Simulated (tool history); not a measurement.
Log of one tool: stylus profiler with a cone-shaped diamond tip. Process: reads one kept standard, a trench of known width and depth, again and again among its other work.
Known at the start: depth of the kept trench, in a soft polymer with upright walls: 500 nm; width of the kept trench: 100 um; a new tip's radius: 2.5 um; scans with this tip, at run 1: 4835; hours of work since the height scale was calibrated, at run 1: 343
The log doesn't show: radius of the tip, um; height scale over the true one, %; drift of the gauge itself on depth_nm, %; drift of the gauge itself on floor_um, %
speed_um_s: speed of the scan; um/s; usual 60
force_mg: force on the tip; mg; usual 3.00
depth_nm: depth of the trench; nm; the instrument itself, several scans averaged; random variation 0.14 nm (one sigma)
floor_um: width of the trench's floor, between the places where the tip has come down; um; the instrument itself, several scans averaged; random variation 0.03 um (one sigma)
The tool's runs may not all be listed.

run	hour	speed_um_s	force_mg	scans with this tip	hours of work since the height scale was calibrated	depth_nm	floor_um
1	0.0	60	3.00	4835	343	504.83	96.40
2	27.3	60	3.00	5077	361	505.24	96.38
3	69.6	60	3.00	5451	387	504.79	96.36
4	97.4	60	3.00	5697	405	505.02	96.37
5	131.0	60	3.00	5994	426	504.81	96.33
6	169.9	60	3.00	6338	450	505.09	96.27
7	205.3	60	3.00	6652	472	505.25	96.29
8	245.8	60	3.17	7010	498	505.39	96.28
9	263.7	60	3.17	7169	509	505.33	96.23
10	288.6	121	3.00	7389	525	505.20	96.00
11	308.6	60	2.30	7566	537	504.33	96.20
12	331.8	60	2.30	7771	552	504.52	96.18
13	352.5	100	3.00	7954	565	505.19	96.03
14	387.8	60	3.00	8267	587	504.96	96.13
15	420.3	45	3.00	8554	608	505.08	96.25
16	445.9	60	3.44	8781	624	505.50	96.15
17	469.9	60	3.44	8993	639	505.64	96.15
18	508.7	229	4.90	9337	663	506.89	95.70
19	546.3	229	4.90	9670	687	506.71	95.64
20	582.2	170	1.39	9987	709	503.22	95.38
21	625.9	204	8.12	10373	737	509.79	95.82
22	654.9	105	2.43	10630	755	504.42	95.81
23	685.3	105	2.06	10900	774	503.88	95.77
# hour 689.5: height scale calibrated on a step standard
24	716.8	105	2.06	11174	17	503.94	95.76
25	746.7	105	2.06	11439	36	504.55	95.71
26	786.4	60	1.55	11790	61	503.51	95.85
27	807.7	60	1.55	11978	74	503.82	95.84
28	847.6	175	7.66	12331	99	509.10	95.74
29	883.9	175	7.66	12652	122	509.49	95.69
# hour 889.4: height scale calibrated on a step standard, once more
30	927.0	39	1.44	13029	24	502.70	95.85
31	964.2	143	5.36	13358	47	506.84	95.69
32	1005.4	184	2.60	13723	73	504.37	95.29
33	1047.6	100	4.37	14096	99	506.13	95.68

3 ways to go on from here, each from the tool as it stands after run 33. What would each give?
A	1065.6	193	1.55	14256	111	?	?
B	1065.6	18	1.81	14256	111	?	?
C	1065.6	26	4.51	14256	111	?	?

run	depth_nm	floor_um
A	503.09	95.06
B	503.44	95.97
C	506.23	95.87
Without the tool's hidden state the same runs would have given:
run	depth_nm	floor_um
A	502.99	96.06
B	503.34	96.97
C	506.13	96.86
